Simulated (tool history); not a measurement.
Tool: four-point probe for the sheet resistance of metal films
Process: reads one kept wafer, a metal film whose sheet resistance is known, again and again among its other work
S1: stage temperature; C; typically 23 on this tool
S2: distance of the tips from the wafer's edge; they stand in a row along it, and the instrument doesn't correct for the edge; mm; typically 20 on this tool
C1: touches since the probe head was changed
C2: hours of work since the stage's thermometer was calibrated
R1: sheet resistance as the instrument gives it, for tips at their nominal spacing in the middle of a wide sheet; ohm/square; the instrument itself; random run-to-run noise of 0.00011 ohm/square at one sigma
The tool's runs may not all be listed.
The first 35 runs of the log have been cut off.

{"run": 36, "hour": 779.6, "S1": 23, "S2": 7, "C1": 62077, "C2": 268, "R1": 0.575052}
{"run": 37, "hour": 806.2, "S1": 23, "S2": 7, "C1": 63157, "C2": 284, "R1": 0.575072}
{"run": 38, "hour": 836.6, "S1": 23, "S2": 29, "C1": 64392, "C2": 303, "R1": 0.573502}
{"run": 39, "hour": 855.4, "S1": 23, "S2": 29, "C1": 65154, "C2": 314, "R1": 0.573294}
{"run": 40, "hour": 876.5, "S1": 23, "S2": 29, "C1": 66007, "C2": 327, "R1": 0.573383}
{"run": 41, "hour": 907.7, "S1": 31, "S2": 4, "C1": 67275, "C2": 346, "R1": 0.579705}
{"run": 42, "hour": 934.4, "S1": 31, "S2": 4, "C1": 68356, "C2": 362, "R1": 0.579824}
{"run": 43, "hour": 951.5, "S1": 31, "S2": 4, "C1": 69047, "C2": 372, "R1": 0.579629}
{"run": 44, "hour": 983.1, "S1": 31, "S2": 4, "C1": 70333, "C2": 392, "R1": 0.579648}

Forecast each of these 4 alternatives for the next run:
{"run": "A", "hour": 997.8, "S1": 31, "S2": 3, "C1": 70925, "C2": 400, "R1": "?"}
{"run": "B", "hour": 997.8, "S1": 27, "S2": 16, "C1": 70925, "C2": 400, "R1": "?"}
{"run": "C", "hour": 997.8, "S1": 26, "S2": 4, "C1": 70925, "C2": 400, "R1": "?"}
{"run": "D", "hour": 997.8, "S1": 23, "S2": 20, "C1": 70925, "C2": 400, "R1": "?"}

run=A R1=0.583333
run=B R1=0.574347
run=C R1=0.578502
run=D R1=0.573162
With the hidden condition removed and each run's random variation left untouched, the same runs would have given:
run=A R1=0.583426
run=B R1=0.57444
run=C R1=0.578596
run=D R1=0.573257
